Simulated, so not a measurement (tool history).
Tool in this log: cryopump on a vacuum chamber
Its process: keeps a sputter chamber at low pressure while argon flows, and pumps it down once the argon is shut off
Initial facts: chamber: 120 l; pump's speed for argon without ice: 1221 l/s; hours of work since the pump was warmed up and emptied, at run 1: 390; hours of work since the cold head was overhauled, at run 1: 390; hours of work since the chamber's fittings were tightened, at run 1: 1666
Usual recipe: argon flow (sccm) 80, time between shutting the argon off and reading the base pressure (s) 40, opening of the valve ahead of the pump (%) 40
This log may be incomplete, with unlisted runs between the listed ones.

run	hour	argon flow (sccm)	time between shutting the argon off and reading the base pressure (s)	opening of the valve ahead of the pump (%)	hours of work since the pump was warmed up and emptied	hours of work since the cold head was overhauled	hours of work since the chamber's fittings were tightened	pressure while argon flows (Pa)	pressure after the wait (uPa)
1	0.0	80	40	40	390	390	1666	0.2924	3.62
2	49.0	80	40	40	415	415	1690	0.2943	3.73
3	100.7	80	40	40	440	440	1716	0.2935	3.64
4	140.2	80	40	40	460	460	1735	0.2973	3.75
5	187.5	80	151	40	483	483	1759	0.2940	2.13
6	233.2	80	151	40	506	506	1781	0.2970	2.13
7	264.0	80	151	40	521	521	1797	0.2952	2.16
8	302.1	157	99	43	540	540	1815	0.5483	2.38
9	338.8	80	131	57	558	558	1834	0.2173	2.40
10	367.5	80	218	47	572	572	1848	0.2596	2.10
11	401.5	80	218	47	589	589	1865	0.2579	2.09

Here are 5 independent what-if runs from the current tool condition. What would each one return?
A	424.6	116	30	46	600	600	1876	?	?
B	424.6	80	286	47	600	600	1876	?	?
C	424.6	136	40	40	600	600	1876	?	?
D	424.6	80	189	47	600	600	1876	?	?
E	424.6	80	141	47	600	600	1876	?	?

run	pressure while argon flows (Pa)	pressure after the wait (uPa)
A	0.3852	4.52
B	0.2606	2.04
C	0.5138	3.87
D	0.2583	2.13
E	0.2606	2.31
What these runs would have given with no unlogged condition in the tool:
run	pressure while argon flows (Pa)	pressure after the wait (uPa)
A	0.3493	3.04
B	0.2359	0.56
C	0.4716	2.37
D	0.2337	0.64
E	0.2357	0.82
